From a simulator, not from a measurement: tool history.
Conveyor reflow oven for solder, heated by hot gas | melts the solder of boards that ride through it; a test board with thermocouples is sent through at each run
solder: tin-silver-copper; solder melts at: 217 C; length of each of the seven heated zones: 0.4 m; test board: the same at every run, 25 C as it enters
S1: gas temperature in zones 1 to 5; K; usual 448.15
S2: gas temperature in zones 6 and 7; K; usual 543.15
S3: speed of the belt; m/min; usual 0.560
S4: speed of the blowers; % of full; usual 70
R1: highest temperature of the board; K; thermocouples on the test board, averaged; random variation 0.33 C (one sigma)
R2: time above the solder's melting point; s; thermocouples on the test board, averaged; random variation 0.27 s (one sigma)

{"run": 1, "hour": 0.0, "S1": 448.15, "S2": 543.15, "S3": 0.56, "S4": 70, "R1": 526.05, "R2": 64.5}
{"run": 2, "hour": 16.6, "S1": 448.15, "S2": 545.15, "S3": 0.56, "S4": 70, "R1": 527.55, "R2": 65.6}
{"run": 3, "hour": 26.6, "S1": 448.15, "S2": 545.15, "S3": 0.56, "S4": 70, "R1": 527.35, "R2": 65.5}
{"run": 4, "hour": 41.8, "S1": 448.15, "S2": 545.15, "S3": 0.56, "S4": 70, "R1": 527.65, "R2": 65.7}
{"run": 5, "hour": 51.0, "S1": 448.15, "S2": 543.15, "S3": 0.56, "S4": 70, "R1": 525.45, "R2": 64.2}
{"run": 6, "hour": 67.0, "S1": 448.15, "S2": 543.15, "S3": 0.56, "S4": 70, "R1": 525.95, "R2": 64.6}
{"run": 7, "hour": 84.5, "S1": 448.15, "S2": 543.15, "S3": 0.464, "S4": 69, "R1": 530.35, "R2": 83.8}
{"run": 8, "hour": 103.2, "S1": 448.15, "S2": 543.15, "S3": 0.464, "S4": 69, "R1": 530.35, "R2": 83.4}

Run 9 comes next. What will it give?
{"run": 9, "hour": 118.1, "S1": 448.15, "S2": 543.15, "S3": 0.464, "S4": 69, "R1": "?", "R2": "?"}

R1: 530.85 K
R2: 83.9 s
Without the tool's hidden state the same run would have given R1 533.25 K, R2 86.1 s.

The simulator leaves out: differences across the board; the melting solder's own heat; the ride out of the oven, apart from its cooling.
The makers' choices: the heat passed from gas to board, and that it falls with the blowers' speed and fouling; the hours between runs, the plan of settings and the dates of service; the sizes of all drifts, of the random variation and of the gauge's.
